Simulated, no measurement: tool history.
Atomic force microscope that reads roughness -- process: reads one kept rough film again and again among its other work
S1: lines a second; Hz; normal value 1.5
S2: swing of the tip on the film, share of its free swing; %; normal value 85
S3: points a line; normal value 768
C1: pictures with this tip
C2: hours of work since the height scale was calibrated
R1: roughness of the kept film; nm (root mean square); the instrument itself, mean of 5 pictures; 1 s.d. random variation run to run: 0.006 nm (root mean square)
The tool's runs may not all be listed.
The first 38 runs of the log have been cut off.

run     day    S1  S2   S3   C1   C2     R1
 39    14.3  0.68  86  746  310  274  1.203
 40  14.796  1.23  67  746  332  281  1.216
 41  15.233  1.23  67  746  351  287  1.221
 42  15.562  0.75  65  768  366  292  1.231
 43  16.004  0.75  65  768  385  298  1.225
     16.329  -- new tip fitted
 44  16.525  0.75  65  768    8  305  1.323
 45  16.904   1.5  65  346   25  310  1.295
 46  17.125  2.44  61  339   35  313  1.266
 47   17.45  2.44  61  339   49  318  1.262
 48  17.892  3.46  85  420   69  324  1.048
 49  18.112  2.97  85  377   79  327  1.086
 50  18.629  2.33  90  799  102  334  1.085

Forecast each of these 3 alternatives for the next run:
  A  19.092   1.5  64  793  122  341   ?
  B  19.092  1.58  85  895  122  341   ?
  C  19.092   1.5  77  605  122  341   ?

run     R1
  A  1.283
  B  1.178
  C  1.227
Take away the tool's hidden state, keep each run's random variation, and the runs would have read:
run     R1
  A  1.309
  B  1.202
  C  1.252
